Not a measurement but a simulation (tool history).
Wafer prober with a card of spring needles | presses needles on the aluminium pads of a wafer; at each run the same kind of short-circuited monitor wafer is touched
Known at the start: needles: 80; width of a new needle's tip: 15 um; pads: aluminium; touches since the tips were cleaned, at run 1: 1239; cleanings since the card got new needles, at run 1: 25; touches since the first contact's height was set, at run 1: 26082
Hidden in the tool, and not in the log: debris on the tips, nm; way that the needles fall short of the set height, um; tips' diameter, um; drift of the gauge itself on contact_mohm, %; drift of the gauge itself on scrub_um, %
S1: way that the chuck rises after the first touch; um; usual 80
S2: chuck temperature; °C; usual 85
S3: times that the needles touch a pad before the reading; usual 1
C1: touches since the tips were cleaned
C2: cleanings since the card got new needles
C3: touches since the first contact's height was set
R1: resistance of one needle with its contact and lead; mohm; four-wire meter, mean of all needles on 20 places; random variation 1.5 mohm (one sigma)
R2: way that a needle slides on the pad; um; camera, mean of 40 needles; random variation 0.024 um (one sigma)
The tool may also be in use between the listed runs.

run 1 hour=0.0 | S1=80 S2=85 S3=1 | C1=1239 C2=25 C3=26082 | R1=136 R2=15.48
-- hour=17.1 tips cleaned on abrasive film
run 2 hour=25.4 | S1=80 S2=85 S3=1 | C1=3733 C2=26 C3=37432 | R1=136 R2=15.46
-- hour=35.0 tips cleaned on abrasive film
-- hour=53.5 tips cleaned on abrasive film
run 3 hour=53.7 | S1=80 S2=85 S3=1 | C1=118 C2=28 C3=50024 | R1=139 R2=15.48
-- hour=71.6 tips cleaned on abrasive film
run 4 hour=79.4 | S1=80 S2=85 S3=1 | C1=3517 C2=29 C3=61502 | R1=138 R2=15.48
-- hour=91.1 tips cleaned on abrasive film
run 5 hour=104.9 | S1=80 S2=85 S3=1 | C1=6178 C2=30 C3=72867 | R1=141 R2=15.51
-- hour=108.8 tips cleaned on abrasive film
run 6 hour=124.7 | S1=62 S2=85 S3=1 | C1=7086 C2=31 C3=81682 | R1=141 R2=12.00
-- hour=128.0 tips cleaned on abrasive film
-- hour=146.4 tips cleaned on abrasive film
run 7 hour=146.4 | S1=62 S2=85 S3=1 | C1=0 C2=33 C3=91339 | R1=141 R2=12.01
-- hour=164.4 tips cleaned on abrasive film
run 8 hour=176.6 | S1=62 S2=85 S3=1 | C1=5472 C2=34 C3=104844 | R1=141 R2=11.98
-- hour=182.2 tips cleaned on abrasive film
-- hour=202.2 tips cleaned on abrasive film
run 9 hour=203.2 | S1=62 S2=35 S3=1 | C1=430 C2=36 C3=116663 | R1=133 R2=12.03
-- hour=221.7 tips cleaned on abrasive film
-- hour=241.5 tips cleaned on abrasive film
run 10 hour=242.4 | S1=62 S2=59 S3=3 | C1=414 C2=38 C3=134159 | R1=133 R2=12.00
-- hour=261.8 tips cleaned on abrasive film
run 11 hour=266.5 | S1=62 S2=52 S3=2 | C1=2089 C2=39 C3=144891 | R1=134 R2=12.03
-- hour=281.9 tips cleaned on abrasive film
run 12 hour=286.1 | S1=64 S2=43 S3=3 | C1=1890 C2=40 C3=153636 | R1=133 R2=12.34
-- hour=299.8 tips cleaned on abrasive film
-- hour=319.9 tips cleaned on abrasive film
run 13 hour=327.3 | S1=64 S2=43 S3=3 | C1=3305 C2=42 C3=171996 | R1=132 R2=12.36
-- hour=339.0 tips cleaned on abrasive film
run 14 hour=345.7 | S1=91 S2=85 S3=2 | C1=3008 C2=43 C3=180234 | R1=136 R2=17.64
-- hour=357.3 tips cleaned on abrasive film
run 15 hour=373.1 | S1=91 S2=85 S3=2 | C1=7108 C2=44 C3=192463 | R1=138 R2=17.58

Forecast run 16:
-- hour=375.8 tips cleaned on abrasive film
-- hour=393.7 tips cleaned on abrasive film
-- hour=406.4 height of the first contact set anew
-- hour=411.3 tips cleaned on abrasive film
run 16 hour=412.1 | S1=67 S2=91 S3=1 | C1=362 C2=47 C3=2529 | R1=? R2=?

Run 16 gave R1 138 mohm, R2 12.97 um.
Without the tool's hidden state the same run would have given R1 138 mohm, R2 12.97 um.
